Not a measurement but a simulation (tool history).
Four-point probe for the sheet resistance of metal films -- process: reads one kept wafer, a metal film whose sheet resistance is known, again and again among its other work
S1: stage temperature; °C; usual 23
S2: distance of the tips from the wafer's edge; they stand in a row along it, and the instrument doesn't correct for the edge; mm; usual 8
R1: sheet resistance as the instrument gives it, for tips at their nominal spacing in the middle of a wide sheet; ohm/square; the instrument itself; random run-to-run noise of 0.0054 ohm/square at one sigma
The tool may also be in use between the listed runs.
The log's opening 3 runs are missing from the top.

run,hour,S1,S2,R1
4,177.2,23,8,26.81637
5,264.3,23,8,26.818828
6,302.2,23,8,26.799121
7,375.8,23,8,26.797482
8,422.9,23,8,26.797879
9,498.6,23,8,26.795773
# hour 570.8: stage's thermometer calibrated
10,586.1,23,8,26.855415
11,621.3,23,8,26.855886
12,708.5,23,8,26.840126
13,754.8,18,8,26.891024
14,840.7,18,8,26.877276
15,928.3,18,8,26.871062
16,985.3,26,8,26.805004
17,1055.9,23,36,26.616012
18,1091.5,33,8,26.75192
19,1157.6,33,8,26.73387
20,1239.7,18,8,26.861752
21,1283.6,18,8,26.855813
22,1321.9,18,8,26.845401
23,1390.1,18,8,26.853783
24,1428,26,12,26.651375
25,1512.9,35,5,27.036992

Run 26 is up next; what results do you expect?
26,1583.5,35,5,?

R1: 27.034553 ohm/square
Take away the tool's hidden state, keep the run-to-run variation as it was, and the same run would have given R1 27.375327 ohm/square.
